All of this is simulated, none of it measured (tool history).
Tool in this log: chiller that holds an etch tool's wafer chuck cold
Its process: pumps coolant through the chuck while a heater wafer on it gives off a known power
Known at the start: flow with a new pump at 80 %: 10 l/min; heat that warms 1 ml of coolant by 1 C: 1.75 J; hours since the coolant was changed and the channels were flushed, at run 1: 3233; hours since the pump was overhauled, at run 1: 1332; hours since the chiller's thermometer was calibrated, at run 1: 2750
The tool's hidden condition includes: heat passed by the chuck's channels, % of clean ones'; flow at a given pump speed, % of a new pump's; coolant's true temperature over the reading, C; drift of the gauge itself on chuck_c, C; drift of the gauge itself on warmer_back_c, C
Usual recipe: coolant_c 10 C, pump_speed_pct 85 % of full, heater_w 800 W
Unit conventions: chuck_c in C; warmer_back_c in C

run   hour  coolant_c  pump_speed_pct  heater_w  hours since the coolant was changed and the channels were flushed  hours since the pump was overhauled  hours since the chiller's thermometer was calibrated  chuck_c  warmer_back_c
  1    0.0         10              85       800                                                               3233                                 1332                                                  2750    16.43           2.65
  2   50.7         10              85       800                                                               3283                                 1383                                                  2801    16.28           2.66
  3   82.3         10              85       800                                                               3315                                 1414                                                  2832    16.40           2.65
  4  115.3         10              85       800                                                               3348                                 1447                                                  2865    16.51           2.63
  5  162.5         10              85       800                                                               3395                                 1495                                                  2913    16.43           2.61
  6  197.1         10              85       800                                                               3430                                 1529                                                  2947    16.44           2.63
  7  248.9         10              85       800                                                               3481                                 1581                                                  2999    16.62           2.63
  8  297.0          5              85       800                                                               3530                                 1629                                                  3047    11.50           2.62
  9  333.5         10              85       800                                                               3566                                 1666                                                  3084    16.47           2.63
 10  382.6         10              85       861                                                               3615                                 1715                                                  3133    16.97           2.85
 11  441.7         10              85       582                                                               3674                                 1774                                                  3192    14.66           1.91
 12  505.6         10              85       582                                                               3738                                 1838                                                  3256    14.61           1.93
 13  546.2         10              85       582                                                               3779                                 1878                                                  3296    14.49           1.91
 14  599.8         10              85       582                                                               3832                                 1932                                                  3350    14.56           1.94
 15  671.5         14              85       582                                                               3904                                 2004                                                  3422    18.51           1.95
 16  743.5          2              64       437                                                               3976                                 2075                                                  3493     6.50           1.95
 17  789.9          8              85       520                                                               4023                                 2122                                                  3540    12.06           1.68
 18  841.4          5              63       800                                                               4074                                 2173                                                  3591    13.81           3.59
 19  873.6         16              83       727                                                               4106                                 2206                                                  3624    22.07           2.44

Expected results for the next run?
 20  910.2         19              92       592                                                               4143                                 2242                                                  3660        ?              ?

chuck_c: 23.09 C
warmer_back_c: 1.76 C
The same run, on a tool lacking any hidden state, would have yielded chuck_c 23.19 C, warmer_back_c 1.72 C.
